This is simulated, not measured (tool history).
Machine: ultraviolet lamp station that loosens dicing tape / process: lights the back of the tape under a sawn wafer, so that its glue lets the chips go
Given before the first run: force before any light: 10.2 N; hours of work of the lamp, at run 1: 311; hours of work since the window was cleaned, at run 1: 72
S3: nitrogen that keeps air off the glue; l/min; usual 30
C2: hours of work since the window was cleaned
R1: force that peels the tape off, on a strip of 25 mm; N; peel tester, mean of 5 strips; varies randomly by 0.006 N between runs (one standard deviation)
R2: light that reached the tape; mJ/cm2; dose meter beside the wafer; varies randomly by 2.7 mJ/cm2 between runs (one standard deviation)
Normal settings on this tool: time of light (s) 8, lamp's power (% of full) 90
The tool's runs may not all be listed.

{"run": 1, "day": 0.0, "time of light (s)": 8, "lamp's power (% of full)": 90, "S3": 30, "hours of work of the lamp": 311, "C2": 72, "R1": 0.226, "R2": 303}
{"run": 2, "day": 1.308, "time of light (s)": 12, "lamp's power (% of full)": 90, "S3": 30, "hours of work of the lamp": 332, "C2": 93, "R1": 0.138, "R2": 454}
{"run": 3, "day": 2.746, "time of light (s)": 12, "lamp's power (% of full)": 90, "S3": 30, "hours of work of the lamp": 355, "C2": 116, "R1": 0.131, "R2": 444}
{"run": 4, "day": 4.525, "time of light (s)": 8, "lamp's power (% of full)": 90, "S3": 30, "hours of work of the lamp": 384, "C2": 145, "R1": 0.254, "R2": 287}
{"run": 5, "day": 6.196, "time of light (s)": 8, "lamp's power (% of full)": 90, "S3": 30, "hours of work of the lamp": 411, "C2": 172, "R1": 0.262, "R2": 277}
{"run": 6, "day": 6.996, "time of light (s)": 8, "lamp's power (% of full)": 90, "S3": 30, "hours of work of the lamp": 424, "C2": 185, "R1": 0.282, "R2": 280}
{"run": 7, "day": 8.779, "time of light (s)": 8, "lamp's power (% of full)": 86, "S3": 30, "hours of work of the lamp": 453, "C2": 213, "R1": 0.315, "R2": 263}
{"run": 8, "day": 9.833, "time of light (s)": 8, "lamp's power (% of full)": 90, "S3": 30, "hours of work of the lamp": 470, "C2": 230, "R1": 0.286, "R2": 270}
{"run": 9, "day": 10.65, "time of light (s)": 8, "lamp's power (% of full)": 98, "S3": 30, "hours of work of the lamp": 483, "C2": 244, "R1": 0.239, "R2": 294}
{"run": 10, "day": 12.0, "time of light (s)": 8, "lamp's power (% of full)": 98, "S3": 30, "hours of work of the lamp": 504, "C2": 265, "R1": 0.258, "R2": 287}
{"run": 11, "day": 13.158, "time of light (s)": 8, "lamp's power (% of full)": 98, "S3": 30, "hours of work of the lamp": 523, "C2": 284, "R1": 0.256, "R2": 286}
{"run": 12, "day": 13.971, "time of light (s)": 8, "lamp's power (% of full)": 98, "S3": 30, "hours of work of the lamp": 536, "C2": 297, "R1": 0.28, "R2": 292}
{"day": 14.088, "done": "window cleaned of glue's vapour"}
{"run": 13, "day": 15.558, "time of light (s)": 8, "lamp's power (% of full)": 98, "S3": 30, "hours of work of the lamp": 561, "C2": 24, "R1": 0.303, "R2": 272}
{"run": 14, "day": 16.95, "time of light (s)": 9, "lamp's power (% of full)": 98, "S3": 29, "hours of work of the lamp": 584, "C2": 46, "R1": 0.252, "R2": 302}
{"run": 15, "day": 18.575, "time of light (s)": 14, "lamp's power (% of full)": 76, "S3": 30, "hours of work of the lamp": 610, "C2": 72, "R1": 0.171, "R2": 353}
{"run": 16, "day": 19.404, "time of light (s)": 7, "lamp's power (% of full)": 90, "S3": 30, "hours of work of the lamp": 623, "C2": 86, "R1": 0.595, "R2": 204}
{"run": 17, "day": 20.412, "time of light (s)": 9, "lamp's power (% of full)": 90, "S3": 30, "hours of work of the lamp": 640, "C2": 102, "R1": 0.341, "R2": 264}
{"run": 18, "day": 21.55, "time of light (s)": 12, "lamp's power (% of full)": 78, "S3": 31, "hours of work of the lamp": 658, "C2": 120, "R1": 0.227, "R2": 299}
{"run": 19, "day": 22.708, "time of light (s)": 12, "lamp's power (% of full)": 94, "S3": 34, "hours of work of the lamp": 677, "C2": 139, "R1": 0.162, "R2": 356}
{"day": 24.238, "done": "window cleaned of glue's vapour, once more"}
{"run": 20, "day": 24.55, "time of light (s)": 12, "lamp's power (% of full)": 94, "S3": 34, "hours of work of the lamp": 706, "C2": 5, "R1": 0.136, "R2": 390}
{"run": 21, "day": 25.65, "time of light (s)": 5, "lamp's power (% of full)": 90, "S3": 30, "hours of work of the lamp": 724, "C2": 23, "R1": 1.175, "R2": 155}

Consider 3 possible next runs. They are alternatives, not a sequence: every one starts from the tool as it was left by run 21. What does each give?
{"run": "A", "day": 26.921, "time of light (s)": 11, "lamp's power (% of full)": 71, "S3": 60, "hours of work of the lamp": 744, "C2": 43, "R1": "?", "R2": "?"}
{"run": "B", "day": 26.921, "time of light (s)": 5, "lamp's power (% of full)": 96, "S3": 30, "hours of work of the lamp": 744, "C2": 43, "R1": "?", "R2": "?"}
{"run": "C", "day": 26.921, "time of light (s)": 8, "lamp's power (% of full)": 72, "S3": 21, "hours of work of the lamp": 744, "C2": 43, "R1": "?", "R2": "?"}

run=A R1=0.209 R2=261
run=B R1=1.057 R2=160
run=C R1=0.904 R2=192
Stripped of hidden state, with their random variation kept, the same runs would have yielded:
run=A R1=0.127 R2=386
run=B R1=0.418 R2=237
run=C R1=0.354 R2=285

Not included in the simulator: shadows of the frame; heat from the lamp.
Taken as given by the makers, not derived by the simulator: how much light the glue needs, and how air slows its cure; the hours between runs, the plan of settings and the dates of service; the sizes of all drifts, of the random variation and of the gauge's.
